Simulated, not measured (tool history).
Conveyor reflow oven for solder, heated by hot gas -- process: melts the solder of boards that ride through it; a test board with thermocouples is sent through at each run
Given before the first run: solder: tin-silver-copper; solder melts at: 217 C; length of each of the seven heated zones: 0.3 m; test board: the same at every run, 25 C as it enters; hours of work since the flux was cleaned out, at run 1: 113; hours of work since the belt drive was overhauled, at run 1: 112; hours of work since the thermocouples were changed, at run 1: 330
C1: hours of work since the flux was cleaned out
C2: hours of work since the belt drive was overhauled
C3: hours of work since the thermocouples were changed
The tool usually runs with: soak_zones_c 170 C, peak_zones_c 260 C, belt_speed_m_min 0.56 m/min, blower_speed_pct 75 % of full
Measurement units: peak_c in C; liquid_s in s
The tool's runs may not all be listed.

run 1 hour=0 | soak_zones_c=170 peak_zones_c=260 belt_speed_m_min=0.56 blower_speed_pct=75 | C1=113 C2=112 C3=330 | peak_c=247.7 liquid_s=44.1
run 2 hour=12.5 | soak_zones_c=170 peak_zones_c=269 belt_speed_m_min=0.56 blower_speed_pct=75 | C1=118 C2=118 C3=336 | peak_c=255.8 liquid_s=49.2
run 3 hour=19.2 | soak_zones_c=170 peak_zones_c=273 belt_speed_m_min=0.56 blower_speed_pct=75 | C1=121 C2=121 C3=339 | peak_c=259 liquid_s=50.9
run 4 hour=32.7 | soak_zones_c=170 peak_zones_c=260 belt_speed_m_min=0.56 blower_speed_pct=75 | C1=127 C2=127 C3=345 | peak_c=247.8 liquid_s=44.3
run 5 hour=44.6 | soak_zones_c=170 peak_zones_c=260 belt_speed_m_min=0.56 blower_speed_pct=75 | C1=133 C2=132 C3=350 | peak_c=247.7 liquid_s=44.7
run 6 hour=53.4 | soak_zones_c=170 peak_zones_c=260 belt_speed_m_min=0.56 blower_speed_pct=75 | C1=137 C2=136 C3=354 | peak_c=247.6 liquid_s=44.5
run 7 hour=61 | soak_zones_c=170 peak_zones_c=260 belt_speed_m_min=0.56 blower_speed_pct=75 | C1=140 C2=139 C3=357 | peak_c=247.7 liquid_s=44.2
run 8 hour=69.8 | soak_zones_c=170 peak_zones_c=260 belt_speed_m_min=0.56 blower_speed_pct=75 | C1=144 C2=143 C3=361 | peak_c=247.6 liquid_s=44.6
run 9 hour=81 | soak_zones_c=170 peak_zones_c=260 belt_speed_m_min=0.56 blower_speed_pct=75 | C1=149 C2=148 C3=366 | peak_c=247.7 liquid_s=44.4
run 10 hour=91.7 | soak_zones_c=170 peak_zones_c=260 belt_speed_m_min=0.56 blower_speed_pct=75 | C1=154 C2=153 C3=371 | peak_c=247.5 liquid_s=44.3
run 11 hour=101.8 | soak_zones_c=170 peak_zones_c=260 belt_speed_m_min=0.56 blower_speed_pct=75 | C1=158 C2=157 C3=375 | peak_c=247.3 liquid_s=44.3
run 12 hour=115.1 | soak_zones_c=170 peak_zones_c=260 belt_speed_m_min=0.56 blower_speed_pct=75 | C1=164 C2=163 C3=381 | peak_c=247.6 liquid_s=44.3
run 13 hour=127.2 | soak_zones_c=170 peak_zones_c=260 belt_speed_m_min=0.56 blower_speed_pct=75 | C1=170 C2=169 C3=387 | peak_c=247.5 liquid_s=44.4
run 14 hour=138.2 | soak_zones_c=170 peak_zones_c=260 belt_speed_m_min=0.56 blower_speed_pct=75 | C1=175 C2=174 C3=392 | peak_c=247.6 liquid_s=44.3
run 15 hour=145.3 | soak_zones_c=170 peak_zones_c=260 belt_speed_m_min=0.56 blower_speed_pct=56 | C1=178 C2=177 C3=395 | peak_c=243.3 liquid_s=39.6
-- hour=152.2 flux residue cleaned out of gas plates and filters
run 16 hour=161.5 | soak_zones_c=169 peak_zones_c=265 belt_speed_m_min=0.56 blower_speed_pct=68 | C1=4 C2=182 C3=400 | peak_c=250.1 liquid_s=44.9
run 17 hour=174.7 | soak_zones_c=183 peak_zones_c=269 belt_speed_m_min=0.588 blower_speed_pct=68 | C1=10 C2=188 C3=406 | peak_c=254.6 liquid_s=49.3
-- hour=182.5 flux residue cleaned out of gas plates and filters, once more
run 18 hour=193.1 | soak_zones_c=168 peak_zones_c=274 belt_speed_m_min=0.66 blower_speed_pct=68 | C1=5 C2=194 C3=412 | peak_c=253.1 liquid_s=38.6
run 19 hour=204.7 | soak_zones_c=168 peak_zones_c=274 belt_speed_m_min=0.66 blower_speed_pct=68 | C1=10 C2=199 C3=417 | peak_c=252.9 liquid_s=38.6
run 20 hour=214.3 | soak_zones_c=175 peak_zones_c=260 belt_speed_m_min=0.56 blower_speed_pct=75 | C1=14 C2=203 C3=421 | peak_c=249.5 liquid_s=47.4
run 21 hour=227.4 | soak_zones_c=175 peak_zones_c=260 belt_speed_m_min=0.56 blower_speed_pct=75 | C1=20 C2=209 C3=427 | peak_c=249.6 liquid_s=47
run 22 hour=239.2 | soak_zones_c=170 peak_zones_c=260 belt_speed_m_min=0.661 blower_speed_pct=75 | C1=25 C2=214 C3=432 | peak_c=243.1 liquid_s=33.7
run 23 hour=246.6 | soak_zones_c=170 peak_zones_c=252 belt_speed_m_min=0.643 blower_speed_pct=88 | C1=29 C2=218 C3=436 | peak_c=240 liquid_s=33.5
run 24 hour=255.1 | soak_zones_c=158 peak_zones_c=252 belt_speed_m_min=0.615 blower_speed_pct=76 | C1=32 C2=221 C3=439 | peak_c=237.3 liquid_s=29
run 25 hour=265.3 | soak_zones_c=158 peak_zones_c=252 belt_speed_m_min=0.615 blower_speed_pct=76 | C1=37 C2=226 C3=444 | peak_c=237 liquid_s=28.9
run 26 hour=273 | soak_zones_c=158 peak_zones_c=252 belt_speed_m_min=0.615 blower_speed_pct=76 | C1=40 C2=229 C3=447 | peak_c=236.8 liquid_s=29.2
run 27 hour=279 | soak_zones_c=181 peak_zones_c=263 belt_speed_m_min=0.548 blower_speed_pct=60 | C1=43 C2=232 C3=450 | peak_c=250.4 liquid_s=50.6
run 28 hour=288 | soak_zones_c=181 peak_zones_c=263 belt_speed_m_min=0.548 blower_speed_pct=60 | C1=47 C2=236 C3=454 | peak_c=250.3 liquid_s=50.4
run 29 hour=298.6 | soak_zones_c=170 peak_zones_c=260 belt_speed_m_min=0.56 blower_speed_pct=75 | C1=52 C2=241 C3=459 | peak_c=248.4 liquid_s=45.8
run 30 hour=305.6 | soak_zones_c=170 peak_zones_c=253 belt_speed_m_min=0.6 blower_speed_pct=75 | C1=55 C2=244 C3=462 | peak_c=240.5 liquid_s=36.3

Below are 3 alternative next runs, each starting from the tool's condition after run 30. Predict each:
run A hour=316.4 | soak_zones_c=165 peak_zones_c=259 belt_speed_m_min=0.56 blower_speed_pct=71 | C1=60 C2=249 C3=467 | peak_c=? liquid_s=?
run B hour=316.4 | soak_zones_c=170 peak_zones_c=260 belt_speed_m_min=0.556 blower_speed_pct=75 | C1=60 C2=249 C3=467 | peak_c=? liquid_s=?
run C hour=316.4 | soak_zones_c=168 peak_zones_c=255 belt_speed_m_min=0.6 blower_speed_pct=75 | C1=60 C2=249 C3=467 | peak_c=? liquid_s=?

run=A peak_c=246.3 liquid_s=41.7
run=B peak_c=248.6 liquid_s=45.6
run=C peak_c=242 liquid_s=36.7
Had the tool no hidden state, the same runs would have come out as:
run=A peak_c=244.6 liquid_s=40.5
run=B peak_c=246.8 liquid_s=44.5
run=C peak_c=240.3 liquid_s=35.4
